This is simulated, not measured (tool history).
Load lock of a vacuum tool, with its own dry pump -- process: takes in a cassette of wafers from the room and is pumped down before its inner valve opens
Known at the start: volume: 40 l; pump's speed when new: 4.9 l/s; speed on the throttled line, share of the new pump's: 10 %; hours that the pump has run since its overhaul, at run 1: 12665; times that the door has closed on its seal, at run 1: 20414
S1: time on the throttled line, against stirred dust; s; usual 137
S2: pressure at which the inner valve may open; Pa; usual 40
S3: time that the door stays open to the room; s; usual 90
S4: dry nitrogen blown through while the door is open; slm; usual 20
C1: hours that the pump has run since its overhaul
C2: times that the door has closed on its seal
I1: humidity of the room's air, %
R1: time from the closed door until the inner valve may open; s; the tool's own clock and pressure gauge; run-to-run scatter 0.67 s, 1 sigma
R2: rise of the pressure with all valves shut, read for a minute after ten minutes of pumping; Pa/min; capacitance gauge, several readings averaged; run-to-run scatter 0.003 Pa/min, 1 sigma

{"run": 1, "hour": 0.0, "S1": 137, "S2": 40, "S3": 90, "S4": 20, "C1": 12665, "C2": 20414, "I1": 46.4, "R1": 186.5, "R2": 0.028}
{"run": 2, "hour": 242.8, "S1": 137, "S2": 68, "S3": 90, "S4": 20, "C1": 12908, "C2": 21442, "I1": 46, "R1": 182.9, "R2": 0.026}
{"run": 3, "hour": 454.8, "S1": 137, "S2": 68, "S3": 90, "S4": 20, "C1": 13120, "C2": 22339, "I1": 47.4, "R1": 181.6, "R2": 0.024}
{"run": 4, "hour": 756.5, "S1": 137, "S2": 68, "S3": 90, "S4": 20, "C1": 13422, "C2": 23615, "I1": 45.3, "R1": 181.6, "R2": 0.022}
{"run": 5, "hour": 925.5, "S1": 137, "S2": 29, "S3": 90, "S4": 20, "C1": 13591, "C2": 24330, "I1": 45.6, "R1": 189.9, "R2": 0.02}
{"run": 6, "hour": 1142.8, "S1": 137, "S2": 40, "S3": 90, "S4": 20, "C1": 13808, "C2": 25249, "I1": 45.2, "R1": 186.5, "R2": 0.029}
{"run": 7, "hour": 1545.3, "S1": 137, "S2": 40, "S3": 90, "S4": 20, "C1": 14210, "C2": 26953, "I1": 43.4, "R1": 188.4, "R2": 0.019}
{"run": 8, "hour": 1793.1, "S1": 137, "S2": 40, "S3": 90, "S4": 20, "C1": 14458, "C2": 28001, "I1": 42.5, "R1": 187.6, "R2": 0.022}
{"run": 9, "hour": 2121.6, "S1": 137, "S2": 40, "S3": 90, "S4": 20, "C1": 14787, "C2": 29391, "I1": 45.6, "R1": 186.7, "R2": 0.031}
{"run": 10, "hour": 2398.6, "S1": 137, "S2": 40, "S3": 90, "S4": 20, "C1": 15064, "C2": 30563, "I1": 46, "R1": 186.8, "R2": 0.027}
{"run": 11, "hour": 2571.6, "S1": 137, "S2": 40, "S3": 90, "S4": 20, "C1": 15237, "C2": 31295, "I1": 46.9, "R1": 187, "R2": 0.022}
{"run": 12, "hour": 2883.5, "S1": 197, "S2": 40, "S3": 90, "S4": 20, "C1": 15549, "C2": 32615, "I1": 47.5, "R1": 240.9, "R2": 0.029}
{"run": 13, "hour": 3174.7, "S1": 137, "S2": 40, "S3": 90, "S4": 20, "C1": 15840, "C2": 33847, "I1": 43.2, "R1": 186.8, "R2": 0.025}
{"run": 14, "hour": 3479.5, "S1": 137, "S2": 40, "S3": 90, "S4": 20, "C1": 16145, "C2": 35137, "I1": 42.5, "R1": 185.9, "R2": 0.028}
{"run": 15, "hour": 3831.6, "S1": 137, "S2": 40, "S3": 90, "S4": 20, "C1": 16497, "C2": 36626, "I1": 44.6, "R1": 186.3, "R2": 0.027}
{"run": 16, "hour": 4161.9, "S1": 137, "S2": 40, "S3": 90, "S4": 20, "C1": 16827, "C2": 38024, "I1": 47.3, "R1": 187.5, "R2": 0.026}
{"run": 17, "hour": 4563.8, "S1": 137, "S2": 32, "S3": 90, "S4": 20, "C1": 17229, "C2": 39725, "I1": 47.1, "R1": 187.9, "R2": 0.023}
{"hour": 4657.0, "done": "dry pump taken out, an overhauled one fitted"}
{"run": 18, "hour": 4837.3, "S1": 137, "S2": 35, "S3": 37, "S4": 11, "C1": 180, "C2": 40857, "I1": 45.4, "R1": 188, "R2": 0.021}
{"run": 19, "hour": 5238.5, "S1": 137, "S2": 35, "S3": 37, "S4": 11, "C1": 582, "C2": 42554, "I1": 48.1, "R1": 188, "R2": 0.027}
{"run": 20, "hour": 5593.5, "S1": 137, "S2": 35, "S3": 37, "S4": 11, "C1": 937, "C2": 44056, "I1": 43.6, "R1": 187.9, "R2": 0.026}
{"run": 21, "hour": 5925.1, "S1": 137, "S2": 41, "S3": 118, "S4": 30, "C1": 1268, "C2": 45460, "I1": 44.7, "R1": 186.5, "R2": 0.023}
{"run": 22, "hour": 6305.3, "S1": 137, "S2": 41, "S3": 118, "S4": 30, "C1": 1648, "C2": 47068, "I1": 45.2, "R1": 186.8, "R2": 0.022}
{"run": 23, "hour": 6659.8, "S1": 109, "S2": 40, "S3": 220, "S4": 7, "C1": 2003, "C2": 48568, "I1": 44.9, "R1": 162.4, "R2": 0.067}
{"run": 24, "hour": 7073.7, "S1": 109, "S2": 33, "S3": 220, "S4": 19, "C1": 2417, "C2": 50320, "I1": 44.7, "R1": 163.8, "R2": 0.041}
{"run": 25, "hour": 7309.1, "S1": 262, "S2": 50, "S3": 59, "S4": 35, "C1": 2652, "C2": 51316, "I1": 46.3, "R1": 298.1, "R2": 0.018}
{"run": 26, "hour": 7642.6, "S1": 97, "S2": 50, "S3": 214, "S4": 11, "C1": 2986, "C2": 52727, "I1": 43.8, "R1": 149.7, "R2": 0.054}
{"run": 27, "hour": 7958.0, "S1": 97, "S2": 50, "S3": 214, "S4": 11, "C1": 3301, "C2": 54061, "I1": 50.3, "R1": 149, "R2": 0.06}
{"run": 28, "hour": 8350.6, "S1": 97, "S2": 50, "S3": 214, "S4": 11, "C1": 3694, "C2": 55722, "I1": 42.8, "R1": 149, "R2": 0.051}

Across each entry between runs, compare the hidden state at the last listed run before it with the hidden state at the first listed run after it:
Runs 17 to 18: dry pump taken out, an overhauled one fitted (hour 4657)
  no hidden state differs between the two runs

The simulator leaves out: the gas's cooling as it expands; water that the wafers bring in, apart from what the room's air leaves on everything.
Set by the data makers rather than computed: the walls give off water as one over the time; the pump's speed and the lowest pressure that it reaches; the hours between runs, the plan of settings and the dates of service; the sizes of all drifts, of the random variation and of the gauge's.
